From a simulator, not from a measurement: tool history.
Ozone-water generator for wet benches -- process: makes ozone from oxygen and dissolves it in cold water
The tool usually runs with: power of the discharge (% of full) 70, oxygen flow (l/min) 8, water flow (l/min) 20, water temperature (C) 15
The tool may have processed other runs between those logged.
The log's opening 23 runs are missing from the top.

run     day  power of the discharge (% of full)  oxygen flow (l/min)  water flow (l/min)  water temperature (C)  hours of work since the electrodes were changed  hours of work since the contactor was cleaned  hours of work since the thermometer was calibrated  dissolved ozone (ppm)  ozone in the gas ahead of the water (g/m3)
 24  28.279                                  84                    8                  21                     15                                             1261                                            122                                                1479                   26.9                                         173
 25  29.288                                  84                    8                  21                     15                                             1282                                            143                                                1500                   26.7                                       171.6
 26  30.233                                  91                13.91                  20                     15                                             1302                                            163                                                1520                   27.7                                       141.3
 27  32.117                                  90                 7.85                  17                     18                                             1341                                            202                                                1559                   30.1                                       182.8
 28  33.488                                  97                 4.53                  19                     10                                             1370                                            231                                                1588                     32                                       244.7
 29  34.262                                  47                  4.8                  15                     14                                             1386                                            247                                                1604                   23.6                                       155.4
 30  35.821                                  47                  4.8                  15                     14                                             1419                                            280                                                1636                   23.1                                       154.3
 31  37.017                                  48                  4.8                  15                     15                                             1443                                            304                                                1661                   23.3                                         156
 32  38.329                                  67                 4.22                  15                     15                                             1471                                            332                                                1689                   28.2                                       201.9

Forecast each of these 5 alternatives for the next run:
  A  39.583                                  83                    8                  30                     13                                             1497                                            358                                                1715                      ?                                           ?
  B  39.583                                  41                 4.22                  14                      9                                             1497                                            358                                                1715                      ?                                           ?
  C  39.583                                  90                 4.22                  23                     15                                             1497                                            358                                                1715                      ?                                           ?
  D  39.583                                  70                    8                  17                     21                                             1497                                            358                                                1715                      ?                                           ?
  E  39.583                                  99                 4.22                  21                      9                                             1497                                            358                                                1715                      ?                                           ?

run  dissolved ozone (ppm)  ozone in the gas ahead of the water (g/m3)
  A                   20.6                                       171.7
  B                   24.1                                       151.8
  C                   24.2                                         240
  D                   24.1                                       155.1
  E                   29.5                                       258.4
Take away the tool's hidden state, keep each run's random variation, and the runs would have read:
run  dissolved ozone (ppm)  ozone in the gas ahead of the water (g/m3)
  A                   21.6                                       177.9
  B                   24.9                                       155.2
  C                   25.4                                       249.1
  D                   25.2                                       160.2
  E                     31                                       268.7

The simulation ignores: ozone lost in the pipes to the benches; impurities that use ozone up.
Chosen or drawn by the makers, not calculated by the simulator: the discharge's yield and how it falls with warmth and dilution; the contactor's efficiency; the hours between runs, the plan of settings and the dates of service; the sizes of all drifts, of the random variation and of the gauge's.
